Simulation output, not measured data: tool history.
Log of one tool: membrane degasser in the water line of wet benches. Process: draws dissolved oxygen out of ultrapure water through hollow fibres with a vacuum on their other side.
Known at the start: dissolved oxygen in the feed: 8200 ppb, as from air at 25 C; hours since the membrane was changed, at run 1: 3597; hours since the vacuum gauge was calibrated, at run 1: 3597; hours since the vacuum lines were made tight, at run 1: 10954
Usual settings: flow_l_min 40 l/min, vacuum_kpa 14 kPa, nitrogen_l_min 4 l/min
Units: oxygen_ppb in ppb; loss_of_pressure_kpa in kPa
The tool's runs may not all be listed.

run,hour,flow_l_min,vacuum_kpa,nitrogen_l_min,hours since the membrane was changed,hours since the vacuum gauge was calibrated,hours since the vacuum lines were made tight,oxygen_ppb,loss_of_pressure_kpa
1,0,40,14,4,3597,3597,10954,254.4,52.78
2,134.3,40,24.4,4,3731,3731,11088,479.3,52.85
3,193,40,14,4,3790,3790,11147,255.2,52.66
4,291.9,40,14,7.33,3888,3888,11245,147.8,52.49
5,376,40,14,4,3973,3973,11330,254.1,52.73
6,510.3,40,14,4,4107,4107,11464,255.7,52.7
7,592.2,40,33.1,4,4189,4189,11546,659.3,52.79
8,718.1,40,14,3.8,4315,4315,11672,266.6,52.75
9,841.1,59,14,4,4438,4438,11795,385,77.56
10,957.6,59,14,4,4554,4554,11911,383.7,77.72
11,1026.2,43,14,4,4623,4623,11980,273.9,57.01
12,1161.3,43,14,4,4758,4758,12115,273.4,56.88
# hour 1209.9: seals of the vacuum lines changed
13,1271.6,48,14,4,4866,4866,62,306.6,63.48
14,1410.5,48,14,4,5005,5005,201,307.2,63.18
15,1480.4,40,14,4,5075,5075,270,254.8,52.72
16,1541.7,40,14,4,5136,5136,332,254.2,52.71
17,1636.1,49,14,2.14,5231,5231,426,526.8,64.76
18,1697.9,49,14,2.14,5293,5293,488,528.9,64.49
19,1825.4,40,18,4,5420,5420,615,342.4,52.96
20,1922.5,40,18.8,1.85,5517,5517,713,695.4,52.8
21,2056.9,40,18.8,1.85,5651,5651,847,697.4,52.71
22,2163.5,26,16.6,2.25,5758,5758,954,349.6,34.59
23,2257.4,40,23.8,6.89,5852,5852,1048,286.4,52.56
24,2363.5,27,14,4,5958,5958,1154,173.1,35.48
25,2451.4,27,14,4,6046,6046,1241,173,35.61
26,2575.9,40,30.1,3.16,6171,6171,1366,730.5,52.74
27,2651,40,9,3.16,6246,6246,1441,173.8,53.02
28,2743.5,40,29.1,3.16,6338,6338,1534,707.5,52.72
# hour 2762.1: vacuum gauge calibrated
29,2880,48,19.7,3.44,6474,118,1670,515.6,63.18
30,2950.5,26,11,1.72,6545,188,1740,262.3,34.43
31,3014,37,31,3.53,6608,252,1804,643.2,48.47
32,3096.9,27,11.1,4,6691,335,1887,127.3,35.51

How the hidden state differs across the entries between the runs, from the last listed run before each to the first after it:
Between runs 12 and 13: seals of the vacuum lines changed (hour 1209.9)
  air that leaks in behind the membrane, l/min: 0.0024 -> 0.002
Between runs 28 and 29: vacuum gauge calibrated (hour 2762.1)
  no hidden state differs between the two runs

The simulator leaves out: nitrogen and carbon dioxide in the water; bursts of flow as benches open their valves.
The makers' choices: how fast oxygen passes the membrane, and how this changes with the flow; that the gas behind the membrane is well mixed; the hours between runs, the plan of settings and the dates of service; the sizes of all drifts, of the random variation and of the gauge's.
